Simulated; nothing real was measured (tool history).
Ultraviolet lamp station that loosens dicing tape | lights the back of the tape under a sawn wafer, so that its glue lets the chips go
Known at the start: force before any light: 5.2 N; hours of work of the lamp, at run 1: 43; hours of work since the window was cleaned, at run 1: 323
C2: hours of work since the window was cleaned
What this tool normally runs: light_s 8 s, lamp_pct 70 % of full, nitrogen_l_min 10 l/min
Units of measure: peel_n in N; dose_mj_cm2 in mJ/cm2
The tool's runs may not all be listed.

run 1 hour=0 | light_s=8 lamp_pct=70 nitrogen_l_min=10 | hours_of_work_of_the_lamp=43 C2=323 | peel_n=0.613 dose_mj_cm2=219
-- hour=9.4 window cleaned of glue's vapour
run 2 hour=28.9 | light_s=8 lamp_pct=70 nitrogen_l_min=10 | hours_of_work_of_the_lamp=63 C2=14 | peel_n=0.413 dose_mj_cm2=259
run 3 hour=42.5 | light_s=8 lamp_pct=70 nitrogen_l_min=10 | hours_of_work_of_the_lamp=73 C2=24 | peel_n=0.431 dose_mj_cm2=253
run 4 hour=67.5 | light_s=8 lamp_pct=70 nitrogen_l_min=10 | hours_of_work_of_the_lamp=91 C2=42 | peel_n=0.422 dose_mj_cm2=249
run 5 hour=84.8 | light_s=8 lamp_pct=70 nitrogen_l_min=10 | hours_of_work_of_the_lamp=103 C2=54 | peel_n=0.444 dose_mj_cm2=251
run 6 hour=102.6 | light_s=8 lamp_pct=70 nitrogen_l_min=10 | hours_of_work_of_the_lamp=116 C2=67 | peel_n=0.435 dose_mj_cm2=251
run 7 hour=131.5 | light_s=8 lamp_pct=70 nitrogen_l_min=10 | hours_of_work_of_the_lamp=137 C2=87 | peel_n=0.454 dose_mj_cm2=244
run 8 hour=163.4 | light_s=8 lamp_pct=70 nitrogen_l_min=10 | hours_of_work_of_the_lamp=160 C2=110 | peel_n=0.475 dose_mj_cm2=240
run 9 hour=188.6 | light_s=8 lamp_pct=70 nitrogen_l_min=10 | hours_of_work_of_the_lamp=178 C2=128 | peel_n=0.481 dose_mj_cm2=239
run 10 hour=218.6 | light_s=8 lamp_pct=70 nitrogen_l_min=10 | hours_of_work_of_the_lamp=199 C2=150 | peel_n=0.5 dose_mj_cm2=236
run 11 hour=235.4 | light_s=8 lamp_pct=70 nitrogen_l_min=10 | hours_of_work_of_the_lamp=211 C2=162 | peel_n=0.496 dose_mj_cm2=230
run 12 hour=259.1 | light_s=8 lamp_pct=61 nitrogen_l_min=10 | hours_of_work_of_the_lamp=228 C2=179 | peel_n=0.678 dose_mj_cm2=202
run 13 hour=282.6 | light_s=8 lamp_pct=61 nitrogen_l_min=10 | hours_of_work_of_the_lamp=245 C2=195 | peel_n=0.724 dose_mj_cm2=199
run 14 hour=312.8 | light_s=8 lamp_pct=61 nitrogen_l_min=10 | hours_of_work_of_the_lamp=267 C2=217 | peel_n=0.725 dose_mj_cm2=196
run 15 hour=340.3 | light_s=8 lamp_pct=61 nitrogen_l_min=10 | hours_of_work_of_the_lamp=286 C2=237 | peel_n=0.759 dose_mj_cm2=195
run 16 hour=363.6 | light_s=8 lamp_pct=61 nitrogen_l_min=10 | hours_of_work_of_the_lamp=303 C2=253 | peel_n=0.774 dose_mj_cm2=193
run 17 hour=383.1 | light_s=8 lamp_pct=61 nitrogen_l_min=10 | hours_of_work_of_the_lamp=317 C2=267 | peel_n=0.735 dose_mj_cm2=189
run 18 hour=411.2 | light_s=8 lamp_pct=61 nitrogen_l_min=10 | hours_of_work_of_the_lamp=337 C2=287 | peel_n=0.79 dose_mj_cm2=185
run 19 hour=439.4 | light_s=8 lamp_pct=70 nitrogen_l_min=10 | hours_of_work_of_the_lamp=357 C2=308 | peel_n=0.615 dose_mj_cm2=208
run 20 hour=467.8 | light_s=8 lamp_pct=70 nitrogen_l_min=7 | hours_of_work_of_the_lamp=377 C2=328 | peel_n=0.753 dose_mj_cm2=207
-- hour=470.6 window cleaned of glue's vapour
run 21 hour=481.6 | light_s=8 lamp_pct=70 nitrogen_l_min=8 | hours_of_work_of_the_lamp=387 C2=8 | peel_n=0.523 dose_mj_cm2=250
run 22 hour=504.6 | light_s=14 lamp_pct=81 nitrogen_l_min=8 | hours_of_work_of_the_lamp=403 C2=24 | peel_n=0.102 dose_mj_cm2=498
run 23 hour=523 | light_s=14 lamp_pct=92 nitrogen_l_min=5 | hours_of_work_of_the_lamp=417 C2=37 | peel_n=0.117 dose_mj_cm2=562
run 24 hour=552.3 | light_s=14 lamp_pct=92 nitrogen_l_min=5 | hours_of_work_of_the_lamp=437 C2=58 | peel_n=0.111 dose_mj_cm2=545
run 25 hour=570.8 | light_s=15 lamp_pct=64 nitrogen_l_min=3 | hours_of_work_of_the_lamp=451 C2=72 | peel_n=0.307 dose_mj_cm2=406
run 26 hour=602.2 | light_s=15 lamp_pct=71 nitrogen_l_min=4 | hours_of_work_of_the_lamp=473 C2=94 | peel_n=0.211 dose_mj_cm2=448
run 27 hour=623.3 | light_s=12 lamp_pct=70 nitrogen_l_min=10 | hours_of_work_of_the_lamp=488 C2=109 | peel_n=0.195 dose_mj_cm2=350
run 28 hour=641.4 | light_s=6 lamp_pct=70 nitrogen_l_min=10 | hours_of_work_of_the_lamp=501 C2=122 | peel_n=0.887 dose_mj_cm2=173
run 29 hour=657.4 | light_s=6 lamp_pct=70 nitrogen_l_min=10 | hours_of_work_of_the_lamp=513 C2=134 | peel_n=0.911 dose_mj_cm2=171
run 30 hour=679.3 | light_s=11 lamp_pct=73 nitrogen_l_min=10 | hours_of_work_of_the_lamp=528 C2=149 | peel_n=0.241 dose_mj_cm2=325
run 31 hour=709.9 | light_s=6 lamp_pct=90 nitrogen_l_min=7 | hours_of_work_of_the_lamp=550 C2=171 | peel_n=0.717 dose_mj_cm2=215
run 32 hour=739.4 | light_s=4 lamp_pct=70 nitrogen_l_min=7 | hours_of_work_of_the_lamp=571 C2=192 | peel_n=1.803 dose_mj_cm2=111
run 33 hour=761 | light_s=8 lamp_pct=70 nitrogen_l_min=3 | hours_of_work_of_the_lamp=587 C2=208 | peel_n=1.072 dose_mj_cm2=217
run 34 hour=792.8 | light_s=8 lamp_pct=69 nitrogen_l_min=8 | hours_of_work_of_the_lamp=609 C2=230 | peel_n=0.694 dose_mj_cm2=208
run 35 hour=809.4 | light_s=8 lamp_pct=69 nitrogen_l_min=8 | hours_of_work_of_the_lamp=621 C2=242 | peel_n=0.701 dose_mj_cm2=210
run 36 hour=822.7 | light_s=8 lamp_pct=71 nitrogen_l_min=16 | hours_of_work_of_the_lamp=631 C2=252 | peel_n=0.509 dose_mj_cm2=214
run 37 hour=838.5 | light_s=12 lamp_pct=100 nitrogen_l_min=10 | hours_of_work_of_the_lamp=642 C2=263 | peel_n=0.113 dose_mj_cm2=447
run 38 hour=863.6 | light_s=12 lamp_pct=100 nitrogen_l_min=10 | hours_of_work_of_the_lamp=660 C2=281 | peel_n=0.114 dose_mj_cm2=442
run 39 hour=892.5 | light_s=12 lamp_pct=100 nitrogen_l_min=10 | hours_of_work_of_the_lamp=681 C2=302 | peel_n=0.12 dose_mj_cm2=435
run 40 hour=910.5 | light_s=14 lamp_pct=68 nitrogen_l_min=10 | hours_of_work_of_the_lamp=694 C2=315 | peel_n=0.214 dose_mj_cm2=342
-- hour=932.9 window cleaned of glue's vapour
run 41 hour=934.9 | light_s=5 lamp_pct=70 nitrogen_l_min=5 | hours_of_work_of_the_lamp=711 C2=1 | peel_n=1.43 dose_mj_cm2=149
run 42 hour=955.2 | light_s=7 lamp_pct=70 nitrogen_l_min=10 | hours_of_work_of_the_lamp=725 C2=16 | peel_n=0.638 dose_mj_cm2=207

A few steps of peel_n between consecutive runs. Split each: what settings, incoming material and random variation would produce without the hidden state, and what is left over for the hidden state, along with gauge scatter present in only one of the two compared results (measured, and without hidden state):
Unlogged tool condition in this case: lamp's light, % of a new lamp's; light that the window lets through, % of a clean one's; drift of the gauge itself on peel_n, %; drift of the gauge itself on dose_mj_cm2, %.
Run 1 -> 2: window cleaned of glue's vapour. peel_n -0.2 N: hidden state -0.187, all else -0.013.
Run 20 -> 21: nitrogen_l_min 7 -> 8, window cleaned of glue's vapour. peel_n -0.23 N: hidden state -0.224, all else -0.006.
Run 31 -> 32: light_s 6 -> 4, lamp_pct 90 -> 70. peel_n +1.086 N: hidden state +0.127, all else +0.959.
Run 36 -> 37: light_s 8 -> 12, lamp_pct 71 -> 100, nitrogen_l_min 16 -> 10. peel_n -0.396 N: hidden state -0.168, all else -0.228.
Run 40 -> 41: light_s 14 -> 5, lamp_pct 68 -> 70, nitrogen_l_min 10 -> 5, window cleaned of glue's vapour. peel_n +1.216 N: hidden state +0.068, all else +1.148.
Run 41 -> 42: light_s 5 -> 7, nitrogen_l_min 5 -> 10. peel_n -0.792 N: hidden state -0.045, all else -0.747.

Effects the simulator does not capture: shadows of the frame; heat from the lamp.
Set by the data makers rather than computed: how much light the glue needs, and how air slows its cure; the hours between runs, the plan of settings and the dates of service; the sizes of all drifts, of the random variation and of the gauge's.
